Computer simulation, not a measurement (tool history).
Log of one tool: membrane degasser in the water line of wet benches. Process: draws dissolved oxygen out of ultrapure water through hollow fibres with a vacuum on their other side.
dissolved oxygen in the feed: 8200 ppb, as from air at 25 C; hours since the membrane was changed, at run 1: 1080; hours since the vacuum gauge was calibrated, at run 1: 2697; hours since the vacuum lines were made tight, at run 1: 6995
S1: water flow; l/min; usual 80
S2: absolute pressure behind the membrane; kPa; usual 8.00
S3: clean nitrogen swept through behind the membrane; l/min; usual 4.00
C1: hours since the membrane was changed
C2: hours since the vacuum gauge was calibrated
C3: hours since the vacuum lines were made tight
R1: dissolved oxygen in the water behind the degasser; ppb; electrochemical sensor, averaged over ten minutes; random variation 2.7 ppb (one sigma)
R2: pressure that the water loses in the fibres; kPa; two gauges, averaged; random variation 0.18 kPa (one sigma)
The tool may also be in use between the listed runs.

run   hour   S1     S2     S3    C1    C2    C3     R1     R2
  1    0.0   80   8.00   4.00  1080  2697  6995  268.4  35.60
  2   39.8   80  10.13   4.00  1120  2737  7034  357.7  35.27
  3   77.9   63   8.00   4.00  1158  2775  7073  205.2  28.07
  4  102.1   63   8.00   4.00  1183  2799  7097  199.9  27.68
  5  125.8   63   8.00   4.00  1206  2823  7120  202.8  27.69
  6  150.2   80   8.00   7.24  1231  2847  7145  185.4  35.45
  7  195.1   80   8.00   7.24  1276  2892  7190  183.5  35.38
  8  247.1   80   8.00   5.29  1328  2944  7242  224.6  35.65
  9  278.2   80   8.00   5.29  1359  2975  7273  222.5  35.86
 10  327.0   99   8.00   4.00  1407  3024  7322  348.2  44.17
 11  362.1   50   6.19   4.00  1443  3059  7357  102.3  22.19
     366.9  -- vacuum gauge calibrated
 12  414.3   53   8.00   4.00  1494    47  7408  165.0  23.59
 13  444.3   66   4.85   5.28  1524    77  7438   86.6  29.49
 14  479.5   66   4.85   5.28  1559   113  7474   86.5  29.54
 15  515.4   80  17.69   2.58  1595   148  7509  910.5  36.04
 16  552.6   80  17.69   2.58  1633   186  7547  905.9  35.60
     570.5  -- vacuum gauge calibrated, once more
 17  583.8   98   5.20   4.00  1663    13  7577  201.7  43.63
 18  624.7   80   8.00   5.32  1704    54  7618  223.1  35.69
 19  652.0   80   5.79   7.74  1731    82  7646  120.8  35.76
 20  699.1  109   8.56  11.84  1779   129  7693  237.3  48.44

3 ways to go on from here, each from the tool as it stands after run 20. What would each give?
  A  748.4  116   8.87   8.92  1828  178  7742   ?   ?
  B  748.4  109  17.02  11.84  1828  178  7742   ?   ?
  C  748.4  109  14.16   4.87  1828  178  7742   ?   ?

run     R1     R2
  A  308.3  51.56
  B  410.1  48.24
  C  617.0  48.52
Without the tool's hidden state the same runs would have given:
run     R1     R2
  A  302.4  51.10
  B  404.2  47.81
  C  611.0  48.10
